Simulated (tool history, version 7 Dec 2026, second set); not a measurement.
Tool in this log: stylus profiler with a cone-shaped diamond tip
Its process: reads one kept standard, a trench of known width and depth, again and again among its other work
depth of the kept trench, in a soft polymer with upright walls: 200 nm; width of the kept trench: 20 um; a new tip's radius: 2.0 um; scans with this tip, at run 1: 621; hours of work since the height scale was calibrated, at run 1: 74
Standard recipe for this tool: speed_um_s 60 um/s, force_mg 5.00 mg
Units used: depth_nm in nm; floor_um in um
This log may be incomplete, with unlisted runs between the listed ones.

run   hour  speed_um_s  force_mg  scans with this tip  hours of work since the height scale was calibrated  depth_nm  floor_um
  1    0.0          60      5.00                  621                                                   74    202.30     18.14
  2   14.2          60      5.00                  676                                                   80    202.28     18.09
  3   40.0          60      3.75                  777                                                   92    202.00     18.06
  4   59.9          60      3.75                  854                                                  102    202.00     18.13
  5   78.7          60     10.65                  928                                                  110    203.38     18.13
  6   94.1          60     10.65                  988                                                  118    203.84     18.14
  7  113.5          60     10.65                 1064                                                  127    203.84     18.13
  8  131.7          27      5.00                 1135                                                  135    202.29     18.17
  9  149.5          27      5.00                 1204                                                  143    202.46     18.16
 10  173.9          27      5.00                 1300                                                  155    202.54     18.10
 11  194.3          60      5.00                 1379                                                  164    202.50     18.14
 12  216.6          60      5.00                 1466                                                  174    202.57     18.06
 13  237.1          60      5.00                 1546                                                  184    202.43     18.08
 14  248.1         122      5.00                 1589                                                  189    202.30     18.04
 15  266.1          60      5.00                 1660                                                  198    202.21     18.07
 16  292.0          60      5.00                 1761                                                  210    202.36     18.09
 17  303.8          75      5.00                 1807                                                  215    202.44     18.07
 18  328.0          75      5.00                 1901                                                  226    202.50     18.07
 19  349.7          75      5.00                 1986                                                  236    202.47     18.04
 20  360.4          75      5.00                 2028                                                  241    202.29     18.06
 21  381.8          75      5.00                 2111                                                  251    202.53     18.03
 22  398.7          75      5.00                 2177                                                  259    202.40     17.97
 23  412.4          75      5.00                 2231                                                  265    202.54     18.03
 24  433.0          60      5.00                 2311                                                  275    202.58     18.08
 25  455.4          66     14.93                 2399                                                  285    205.08     18.07
 26  473.5          66     14.93                 2469                                                  294    204.87     18.08
 27  492.6          32      5.00                 2544                                                  303    202.57     18.09
 28  507.1          32      5.00                 2601                                                  309    202.46     18.07
 29  530.6          32     14.47                 2692                                                  320    204.80     18.14
 30  548.8          32     14.47                 2763                                                  329    204.92     18.12
 31  563.4         190      2.28                 2820                                                  336    201.57     17.74
 32  575.5         207      9.38                 2868                                                  341    203.69     17.95
 33  589.7         207      9.38                 2923                                                  348    203.79     17.89
 34  605.9         210      2.59                 2986                                                  355    201.84     17.74
 35  625.2          17      2.59                 3062                                                  364    202.03     18.09
 36  648.1          17      2.59                 3151                                                  375    201.74     18.11
 37  664.9          76      3.00                 3217                                                  383    202.21     18.01
 38  676.3          76      3.00                 3261                                                  388    202.09     17.98
 39  686.8          76      3.00                 3302                                                  393    202.08     17.90
 40  699.5          32      2.03                 3352                                                  399    201.59     18.05
 41  716.0         209      8.47                 3416                                                  407    203.63     17.94
 42  737.6          64      1.83                 3501                                                  417    201.52     18.04
 43  753.2         117      7.74                 3561                                                  424    203.39     17.99
 44  767.1          60      5.04                 3615                                                  430    202.73     18.04
 45  787.1          72     12.61                 3694                                                  440    204.61     18.01

What will run 46 give?
 46  801.2         239      4.85                 3749                                                  446         ?         ?

{"run 46": {"depth_nm": 202.7, "floor_um": 17.81}}
Had the tool carried no hidden state, the very same run would have given depth_nm 202.22 nm, floor_um 17.97 um.
